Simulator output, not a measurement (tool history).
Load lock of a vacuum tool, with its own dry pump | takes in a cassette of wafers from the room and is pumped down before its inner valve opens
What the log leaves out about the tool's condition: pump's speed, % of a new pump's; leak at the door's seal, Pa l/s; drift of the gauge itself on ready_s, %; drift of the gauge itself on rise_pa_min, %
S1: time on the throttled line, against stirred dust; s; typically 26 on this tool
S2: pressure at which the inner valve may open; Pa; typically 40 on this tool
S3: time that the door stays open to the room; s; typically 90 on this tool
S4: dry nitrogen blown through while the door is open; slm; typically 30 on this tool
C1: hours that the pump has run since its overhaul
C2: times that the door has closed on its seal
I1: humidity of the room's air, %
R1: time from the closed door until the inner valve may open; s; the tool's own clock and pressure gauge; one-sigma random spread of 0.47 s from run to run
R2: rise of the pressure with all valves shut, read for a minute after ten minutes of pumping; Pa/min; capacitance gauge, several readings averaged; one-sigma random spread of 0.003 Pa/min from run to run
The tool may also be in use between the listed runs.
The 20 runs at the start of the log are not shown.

{"run": 21, "hour": 1692.7, "S1": 28, "S2": 40, "S3": 90, "S4": 30, "C1": 2283, "C2": 21870, "I1": 44.8, "R1": 61.8, "R2": 0.157}
{"run": 22, "hour": 1750.2, "S1": 28, "S2": 40, "S3": 90, "S4": 30, "C1": 2340, "C2": 22018, "I1": 44.7, "R1": 62.1, "R2": 0.159}
{"run": 23, "hour": 1809.4, "S1": 36, "S2": 40, "S3": 90, "S4": 30, "C1": 2400, "C2": 22170, "I1": 45.1, "R1": 68.0, "R2": 0.166}
{"run": 24, "hour": 1922.8, "S1": 36, "S2": 40, "S3": 90, "S4": 30, "C1": 2513, "C2": 22462, "I1": 45.5, "R1": 68.8, "R2": 0.161}
{"run": 25, "hour": 2011.1, "S1": 26, "S2": 40, "S3": 90, "S4": 32, "C1": 2601, "C2": 22689, "I1": 45.5, "R1": 60.0, "R2": 0.167}
{"run": 26, "hour": 2109.3, "S1": 26, "S2": 40, "S3": 90, "S4": 32, "C1": 2699, "C2": 22942, "I1": 42.6, "R1": 60.2, "R2": 0.169}
{"run": 27, "hour": 2175.0, "S1": 30, "S2": 40, "S3": 90, "S4": 30, "C1": 2765, "C2": 23111, "I1": 45.2, "R1": 63.5, "R2": 0.168}
{"run": 28, "hour": 2280.5, "S1": 26, "S2": 50, "S3": 90, "S4": 4, "C1": 2871, "C2": 23382, "I1": 48.4, "R1": 59.2, "R2": 0.199}
{"run": 29, "hour": 2383.1, "S1": 26, "S2": 50, "S3": 90, "S4": 4, "C1": 2973, "C2": 23646, "I1": 46.0, "R1": 59.9, "R2": 0.19}
{"run": 30, "hour": 2484.1, "S1": 26, "S2": 50, "S3": 90, "S4": 4, "C1": 3074, "C2": 23906, "I1": 46.9, "R1": 60.6, "R2": 0.201}
{"run": 31, "hour": 2568.7, "S1": 26, "S2": 50, "S3": 90, "S4": 4, "C1": 3159, "C2": 24124, "I1": 43.9, "R1": 59.8, "R2": 0.194}
{"run": 32, "hour": 2653.4, "S1": 26, "S2": 50, "S3": 90, "S4": 4, "C1": 3244, "C2": 24342, "I1": 45.2, "R1": 59.4, "R2": 0.204}
{"run": 33, "hour": 2763.8, "S1": 26, "S2": 50, "S3": 90, "S4": 4, "C1": 3354, "C2": 24626, "I1": 42.9, "R1": 59.5, "R2": 0.196}
{"run": 34, "hour": 2844.3, "S1": 26, "S2": 67, "S3": 90, "S4": 15, "C1": 3435, "C2": 24833, "I1": 41.7, "R1": 58.7, "R2": 0.187}
{"run": 35, "hour": 2923.8, "S1": 48, "S2": 67, "S3": 31, "S4": 15, "C1": 3514, "C2": 25038, "I1": 47.6, "R1": 74.5, "R2": 0.18}
{"run": 36, "hour": 3027.9, "S1": 36, "S2": 55, "S3": 90, "S4": 10, "C1": 3618, "C2": 25306, "I1": 44.1, "R1": 67.7, "R2": 0.188}

Run 37 comes next. What will it give?
{"run": 37, "hour": 3122.3, "S1": 21, "S2": 40, "S3": 90, "S4": 16, "C1": 3712, "C2": 25549, "I1": 48.6, "R1": "?", "R2": "?"}

Run 37 produced R1 57.8 s, R2 0.195 Pa/min.
Without the tool's hidden state the same run would have given R1 56.0 s, R2 0.040 Pa/min.
